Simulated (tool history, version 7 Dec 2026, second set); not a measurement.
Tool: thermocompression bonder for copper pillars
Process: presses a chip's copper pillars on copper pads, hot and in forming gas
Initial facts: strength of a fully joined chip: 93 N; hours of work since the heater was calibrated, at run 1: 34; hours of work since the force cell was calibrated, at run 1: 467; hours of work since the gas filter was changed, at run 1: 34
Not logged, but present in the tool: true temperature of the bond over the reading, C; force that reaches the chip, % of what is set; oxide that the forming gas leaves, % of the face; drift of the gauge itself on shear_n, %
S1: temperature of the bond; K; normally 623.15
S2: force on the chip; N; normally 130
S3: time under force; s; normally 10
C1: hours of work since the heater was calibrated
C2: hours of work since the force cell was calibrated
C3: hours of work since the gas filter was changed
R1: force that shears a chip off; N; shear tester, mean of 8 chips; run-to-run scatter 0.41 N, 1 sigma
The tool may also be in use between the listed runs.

| run | hour | S1 | S2 | S3 | C1 | C2 | C3 | R1 |
|---|---|---|---|---|---|---|---|---|
| 1 | 0.0 | 623.15 | 130 | 10 | 34 | 467 | 34 | 41.8 |
| 2 | 25.9 | 623.15 | 130 | 5 | 54 | 487 | 54 | 32.0 |
| 3 | 46.6 | 623.15 | 130 | 6 | 70 | 504 | 70 | 34.2 |
| 4 | 64.0 | 623.15 | 130 | 9 | 84 | 517 | 84 | 40.3 |
| 5 | 76.7 | 623.15 | 130 | 9 | 94 | 527 | 94 | 39.5 |
| 6 | 105.3 | 623.15 | 130 | 10 | 117 | 550 | 117 | 41.3 |
| 7 | 132.7 | 623.15 | 130 | 6 | 138 | 571 | 138 | 34.0 |
| 8 | 148.4 | 623.15 | 130 | 6 | 151 | 584 | 151 | 34.1 |
| 9 | 171.0 | 623.15 | 130 | 16 | 168 | 602 | 168 | 48.9 |
| 10 | 197.0 | 623.15 | 130 | 10 | 189 | 622 | 189 | 41.3 |
| 11 | 216.2 | 630.15 | 100 | 11 | 204 | 637 | 204 | 38.9 |
| 12 | 236.1 | 630.15 | 100 | 11 | 220 | 653 | 220 | 39.5 |
| 13 | 256.9 | 630.15 | 100 | 11 | 236 | 669 | 236 | 38.8 |
|  | 261.0 | forming gas filter changed |
| 14 | 284.1 | 600.15 | 130 | 14 | 257 | 690 | 18 | 39.9 |
| 15 | 302.7 | 600.15 | 130 | 14 | 272 | 705 | 33 | 39.7 |
| 16 | 318.8 | 620.15 | 82 | 6 | 284 | 718 | 45 | 25.6 |
| 17 | 344.3 | 620.15 | 82 | 6 | 304 | 738 | 66 | 26.1 |
| 18 | 356.3 | 596.15 | 120 | 17 | 314 | 747 | 75 | 40.3 |
| 19 | 372.6 | 643.15 | 131 | 10 | 327 | 760 | 88 | 47.2 |

5 ways to go on from here, each from the tool as it stands after run 19. What would each give?
| A | 388.9 | 619.15 | 165 | 12 | 340 | 773 | 101 | ? |
| B | 388.9 | 623.15 | 130 | 20 | 340 | 773 | 101 | ? |
| C | 388.9 | 628.15 | 81 | 30 | 340 | 773 | 101 | ? |
| D | 388.9 | 613.15 | 121 | 26 | 340 | 773 | 101 | ? |
| E | 388.9 | 594.15 | 102 | 8 | 340 | 773 | 101 | ? |

| run | R1 |
|---|---|
| A | 48.1 |
| B | 52.5 |
| C | 50.4 |
| D | 51.6 |
| E | 26.4 |
Take away the tool's hidden state, keep each run's random variation, and the runs would have read:
| run | R1 |
|---|---|
| A | 48.2 |
| B | 52.5 |
| C | 50.5 |
| D | 51.7 |
| E | 26.4 |
